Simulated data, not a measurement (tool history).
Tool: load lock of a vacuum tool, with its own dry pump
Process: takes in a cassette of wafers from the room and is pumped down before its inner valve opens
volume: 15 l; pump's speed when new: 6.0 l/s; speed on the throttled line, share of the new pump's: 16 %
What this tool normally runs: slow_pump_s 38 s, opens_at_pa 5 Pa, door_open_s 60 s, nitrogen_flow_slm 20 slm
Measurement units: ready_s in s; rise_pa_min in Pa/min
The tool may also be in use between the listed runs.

run,hour,slow_pump_s,opens_at_pa,door_open_s,nitrogen_flow_slm,"incoming humidity of the room's air, %",ready_s,rise_pa_min
1,0.0,38,5,60,20,44.7,58.5,0.106
2,140.3,38,5,60,4,42.4,58.5,0.138
3,223.0,38,5,60,4,46.9,58.8,0.144
4,373.1,38,5,60,20,41.5,58.7,0.106
5,491.4,38,5,60,42,45.2,59.3,0.091
6,587.0,38,5,60,42,42.5,57.4,0.095
7,672.5,38,6,60,20,42.3,57.8,0.102
8,790.8,38,5,60,20,47.2,58.7,0.115
9,914.2,38,5,60,20,48.6,58.0,0.118
10,1023.2,38,5,65,20,47.8,58.2,0.118
11,1170.5,38,5,65,20,45.7,58.4,0.116
12,1317.9,38,5,65,20,45.8,59.4,0.118
13,1409.6,43,5,60,20,46.6,62.9,0.111
14,1549.6,23,4,156,20,44.4,46.9,0.138
15,1705.5,23,4,156,20,43.0,47.7,0.142
16,1781.9,23,4,156,20,46.7,47.0,0.151
17,1928.7,38,9,60,39,45.5,57.1,0.112

Run 18 is up next; what results do you expect?
18,2056.6,38,9,60,39,43.6,?,?

Run 18 produced ready_s 56.8 s, rise_pa_min 0.111 Pa/min.
With the hidden condition absent and the run-to-run variation left alone, this run would have shown ready_s 55.3 s, rise_pa_min 0.047 Pa/min.
